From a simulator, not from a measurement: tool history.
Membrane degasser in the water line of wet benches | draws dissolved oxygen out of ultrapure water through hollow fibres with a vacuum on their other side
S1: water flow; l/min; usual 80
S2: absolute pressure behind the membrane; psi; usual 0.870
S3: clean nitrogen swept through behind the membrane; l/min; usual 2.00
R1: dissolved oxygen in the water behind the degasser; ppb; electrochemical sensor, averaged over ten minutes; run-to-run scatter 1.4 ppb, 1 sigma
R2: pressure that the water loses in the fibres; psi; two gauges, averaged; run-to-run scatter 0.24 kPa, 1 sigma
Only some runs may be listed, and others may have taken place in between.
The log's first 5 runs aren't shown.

Run 6, day 25.712: usual settings. Result: R1 269.5 ppb, R2 9.377 psi.
At day 26.454: vacuum gauge calibrated.
Run 7, day 29.575: usual settings but S1 92 l/min. Result: R1 322.3 ppb, R2 10.836 psi.
Run 8, day 34.417: usual settings but S1 92 l/min. Result: R1 327.0 ppb, R2 10.817 psi.
Run 9, day 38.929: usual settings but S1 63 l/min. Result: R1 213.0 ppb, R2 7.409 psi.
Run 10, day 44.667: usual settings but S1 63 l/min. Result: R1 214.7 ppb, R2 7.436 psi.
Run 11, day 48.404: usual settings but S1 63 l/min. Result: R1 215.9 ppb, R2 7.426 psi.
Run 12, day 51.304: usual settings but S1 59 l/min. Result: R1 200.1 ppb, R2 6.943 psi.
At day 53.604: vacuum gauge calibrated, once more.
Run 13, day 55.433: usual settings but S1 59 l/min. Result: R1 183.7 ppb, R2 7.039 psi.
Run 14, day 58.683: usual settings but S1 59 l/min. Result: R1 183.8 ppb, R2 6.989 psi.
Run 15, day 64.488: usual settings but S1 59 l/min. Result: R1 184.4 ppb, R2 6.944 psi.
Run 16, day 70.117: usual settings but S1 59 l/min. Result: R1 184.6 ppb, R2 6.965 psi.
Run 17, day 75.550: usual settings but S1 111 l/min, S2 2.154 psi, S3 0.95 l/min. Result: R1 1770.5 ppb, R2 13.138 psi.

Predict the results of run 18:
Run 18, day 81.775: usual settings but S1 111 l/min, S2 2.154 psi, S3 0.95 l/min. Result: R1 ?, R2 ?.

Run 18 came out at R1 1778.5 ppb, R2 13.109 psi.
On a tool with no hidden condition, and with the same random variation, this run would have come out at R1 1783.4 ppb, R2 12.871 psi.

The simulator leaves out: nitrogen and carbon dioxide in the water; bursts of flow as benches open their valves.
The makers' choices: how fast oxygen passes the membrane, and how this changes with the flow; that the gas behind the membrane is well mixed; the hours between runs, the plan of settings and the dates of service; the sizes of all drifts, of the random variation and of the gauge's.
